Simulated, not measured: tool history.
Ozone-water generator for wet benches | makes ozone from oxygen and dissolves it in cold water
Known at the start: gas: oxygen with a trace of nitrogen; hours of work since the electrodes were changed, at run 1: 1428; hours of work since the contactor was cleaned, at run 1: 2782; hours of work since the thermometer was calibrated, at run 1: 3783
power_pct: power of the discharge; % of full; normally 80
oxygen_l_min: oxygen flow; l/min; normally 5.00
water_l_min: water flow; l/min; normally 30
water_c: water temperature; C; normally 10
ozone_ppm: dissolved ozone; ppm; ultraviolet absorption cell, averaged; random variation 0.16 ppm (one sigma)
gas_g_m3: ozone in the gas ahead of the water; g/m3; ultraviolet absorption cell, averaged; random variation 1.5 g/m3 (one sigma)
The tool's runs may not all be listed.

| run | hour | power_pct | oxygen_l_min | water_l_min | water_c | hours of work since the electrodes were changed | hours of work since the contactor was cleaned | hours of work since the thermometer was calibrated | ozone_ppm | gas_g_m3 |
|---|---|---|---|---|---|---|---|---|---|---|
| 1 | 0.0 | 80 | 5.00 | 30 | 10 | 1428 | 2782 | 3783 | 19.9 | 267.3 |
| 2 | 35.1 | 80 | 5.00 | 30 | 10 | 1463 | 2817 | 3818 | 20.1 | 263.6 |
|  | 46.7 | water thermometer calibrated |
| 3 | 69.5 | 80 | 5.00 | 30 | 10 | 1497 | 2851 | 23 | 19.7 | 266.3 |
| 4 | 94.0 | 80 | 5.00 | 30 | 10 | 1521 | 2875 | 47 | 19.6 | 264.2 |
| 5 | 114.7 | 76 | 5.00 | 30 | 10 | 1541 | 2896 | 68 | 18.9 | 254.3 |
|  | 148.1 | water thermometer calibrated, once more |
| 6 | 151.5 | 41 | 5.00 | 30 | 10 | 1578 | 2932 | 3 | 11.4 | 153.1 |
| 7 | 174.0 | 41 | 5.00 | 30 | 10 | 1600 | 2954 | 26 | 11.6 | 152.1 |
| 8 | 209.2 | 80 | 5.00 | 30 | 10 | 1635 | 2989 | 61 | 19.7 | 264.3 |
| 9 | 232.2 | 80 | 5.00 | 30 | 10 | 1658 | 3012 | 84 | 19.5 | 262.3 |
| 10 | 273.6 | 80 | 5.00 | 30 | 10 | 1699 | 3053 | 125 | 19.4 | 265.1 |
| 11 | 295.7 | 80 | 5.00 | 30 | 10 | 1721 | 3075 | 147 | 19.7 | 263.8 |
| 12 | 323.7 | 80 | 5.00 | 30 | 10 | 1749 | 3103 | 175 | 19.8 | 264.7 |
| 13 | 355.6 | 53 | 5.00 | 30 | 10 | 1780 | 3135 | 206 | 14.0 | 188.0 |
| 14 | 382.7 | 53 | 5.00 | 30 | 10 | 1807 | 3162 | 233 | 14.0 | 189.4 |
| 15 | 414.2 | 81 | 2.97 | 30 | 6 | 1839 | 3193 | 264 | 19.4 | 376.2 |
| 16 | 434.2 | 81 | 2.97 | 30 | 6 | 1859 | 3213 | 284 | 19.2 | 380.4 |
| 17 | 477.2 | 64 | 5.87 | 30 | 5 | 1901 | 3255 | 327 | 17.1 | 196.8 |
| 18 | 504.8 | 64 | 5.87 | 30 | 5 | 1929 | 3283 | 354 | 16.9 | 198.9 |
| 19 | 533.6 | 80 | 5.00 | 18 | 6 | 1957 | 3311 | 383 | 31.9 | 262.4 |
| 20 | 573.7 | 90 | 6.49 | 18 | 6 | 1997 | 3351 | 423 | 34.6 | 243.2 |
| 21 | 603.0 | 90 | 2.80 | 18 | 15 | 2026 | 3380 | 452 | 32.3 | 423.8 |
| 22 | 628.2 | 79 | 6.82 | 26 | 6 | 2051 | 3405 | 477 | 22.8 | 209.5 |
| 23 | 650.7 | 79 | 6.82 | 26 | 6 | 2074 | 3428 | 499 | 22.8 | 209.4 |
| 24 | 693.1 | 79 | 6.82 | 26 | 8 | 2116 | 3470 | 542 | 22.5 | 208.2 |
| 25 | 733.7 | 79 | 6.82 | 26 | 8 | 2156 | 3510 | 582 | 22.3 | 210.8 |
| 26 | 767.0 | 79 | 6.82 | 26 | 8 | 2189 | 3543 | 615 | 22.2 | 209.9 |
| 27 | 798.1 | 74 | 6.82 | 20 | 8 | 2220 | 3574 | 646 | 26.2 | 198.8 |

Each row is a separate what-if for the run after 27, all from the same tool condition, not one after another. Results?
| A | 834.7 | 74 | 3.04 | 20 | 8 | 2256 | 3611 | 682 | ? | ? |
| B | 834.7 | 53 | 6.82 | 20 | 8 | 2256 | 3611 | 682 | ? | ? |
| C | 834.7 | 91 | 5.00 | 32 | 17 | 2256 | 3611 | 682 | ? | ? |
| D | 834.7 | 73 | 6.34 | 30 | 11 | 2256 | 3611 | 682 | ? | ? |

| run | ozone_ppm | gas_g_m3 |
|---|---|---|
| A | 26.3 | 340.2 |
| B | 20.0 | 150.9 |
| C | 19.0 | 289.4 |
| D | 17.8 | 208.0 |
Had the tool no hidden state, the same runs would have come out as:
| run | ozone_ppm | gas_g_m3 |
|---|---|---|
| A | 28.7 | 356.1 |
| B | 21.6 | 156.1 |
| C | 21.0 | 305.2 |
| D | 19.5 | 217.7 |

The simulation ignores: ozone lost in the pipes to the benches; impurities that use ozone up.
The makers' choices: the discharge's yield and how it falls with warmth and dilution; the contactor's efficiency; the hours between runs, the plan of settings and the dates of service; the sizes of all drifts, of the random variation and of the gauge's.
